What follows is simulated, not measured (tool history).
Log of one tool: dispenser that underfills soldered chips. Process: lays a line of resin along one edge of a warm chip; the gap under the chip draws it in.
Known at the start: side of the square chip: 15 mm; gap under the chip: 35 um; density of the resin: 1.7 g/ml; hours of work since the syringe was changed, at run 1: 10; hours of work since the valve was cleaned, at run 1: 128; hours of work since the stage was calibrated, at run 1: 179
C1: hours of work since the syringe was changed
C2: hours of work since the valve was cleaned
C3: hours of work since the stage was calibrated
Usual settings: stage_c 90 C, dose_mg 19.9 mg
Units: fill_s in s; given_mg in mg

Run 1, day 0.000: usual settings; C1 10; C2 128; C3 179. Result: fill_s 796.6 s, given_mg 18.82 mg.
At day 0.108: new syringe of resin.
Run 2, day 0.467: usual settings; C1 7; C2 136; C3 187. Result: fill_s 646.2 s, given_mg 18.87 mg.
At day 0.733: new syringe of resin.
Run 3, day 0.733: usual settings but stage_c 101 C; C1 0; C2 141; C3 192. Result: fill_s 298.4 s, given_mg 18.73 mg.
At day 0.954: dispensing valve cleaned and set on the balance.
Run 4, day 1.067: usual settings but stage_c 101 C; C1 5; C2 2; C3 198. Result: fill_s 433.3 s, given_mg 19.82 mg.
Run 5, day 1.367: usual settings but stage_c 101 C; C1 11; C2 8; C3 203. Result: fill_s 652.9 s, given_mg 19.73 mg.
At day 1.400: new syringe of resin.
Run 6, day 1.571: usual settings but stage_c 101 C; C1 3; C2 11; C3 207. Result: fill_s 368.6 s, given_mg 19.85 mg.
At day 2.021: new syringe of resin.
Run 7, day 2.021: usual settings but dose_mg 20.8 mg; C1 0; C2 19; C3 215. Result: fill_s 400.5 s, given_mg 20.72 mg.
Run 8, day 2.433: usual settings but stage_c 92 C, dose_mg 19.7 mg; C1 8; C2 27; C3 223. Result: fill_s 656.7 s, given_mg 19.28 mg.
At day 2.658: new syringe of resin.
Run 9, day 2.738: usual settings but stage_c 89 C, dose_mg 25.8 mg; C1 1; C2 33; C3 228. Result: fill_s 452.5 s, given_mg 25.38 mg.
Run 10, day 2.962: usual settings but stage_c 91 C, dose_mg 19.0 mg; C1 6; C2 37; C3 232. Result: fill_s 590.7 s, given_mg 18.84 mg.

The next listed run, before its measurement:
Run 11, day 3.188: usual settings but stage_c 86 C, dose_mg 18.8 mg; C1 10; C2 41; C3 237. Result: fill_s ?, given_mg ?.

fill_s: 917.9 s
given_mg: 18.50 mg
Without the tool's hidden state the same run would have given fill_s 442.9 s, given_mg 18.83 mg.
